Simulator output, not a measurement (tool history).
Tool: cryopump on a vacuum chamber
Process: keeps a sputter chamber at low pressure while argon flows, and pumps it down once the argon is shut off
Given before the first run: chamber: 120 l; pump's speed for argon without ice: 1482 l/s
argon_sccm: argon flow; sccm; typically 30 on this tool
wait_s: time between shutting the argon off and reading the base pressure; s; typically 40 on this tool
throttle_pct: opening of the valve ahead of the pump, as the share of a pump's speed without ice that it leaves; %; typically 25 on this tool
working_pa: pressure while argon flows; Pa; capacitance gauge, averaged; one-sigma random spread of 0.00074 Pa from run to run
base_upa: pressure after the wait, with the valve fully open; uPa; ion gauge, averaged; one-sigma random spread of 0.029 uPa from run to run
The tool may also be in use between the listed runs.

run   hour  argon_sccm  wait_s  throttle_pct  working_pa  base_upa
  1      0          30      40            25      0.1408      1.75
  2   41.4          23      40            25      0.1093      1.83
  3   59.4          23      40            25      0.1089       1.8
  4   97.9          23      40            25      0.1102       1.8
  5  136.9          23      40            25      0.1092      1.81
  6  162.1          23      40            25      0.1096      1.88
  7    181          23     230            25      0.1104       0.8
  8  206.8          23     230            25      0.1101      0.85
  9  229.3          30      26            25      0.1426      2.52
 10  249.1          30     153            25      0.1455      0.93
 11  274.3          58      40            25      0.2778      1.88
 12  303.7          58      40            25      0.2791      1.91
 13  324.6          30      40            25      0.1448      1.91
 14  360.7          30      40            25       0.145      1.84
 15  400.9          30      40            25      0.1457       1.8
 16  430.1          30      40            25      0.1456      1.87
 17    456          22      40            25      0.1068      1.87
 18  476.3          22      40            25      0.1052       1.9
 19  503.2          48      40            15      0.3766      1.87
 20  534.7          33      40            25      0.1604      1.82
 21    568          59      40            32      0.2287      1.88
 22  585.9          30      31            17      0.2116      2.32

For run 23, what comes out?
 23  620.5          30      31            17           ?         ?

working_pa: 0.2121 Pa
base_upa: 2.28 uPa
If the tool had no hidden condition, the same run with the same run-to-run variation would have returned working_pa 0.2027 Pa, base_upa 1.81 uPa.
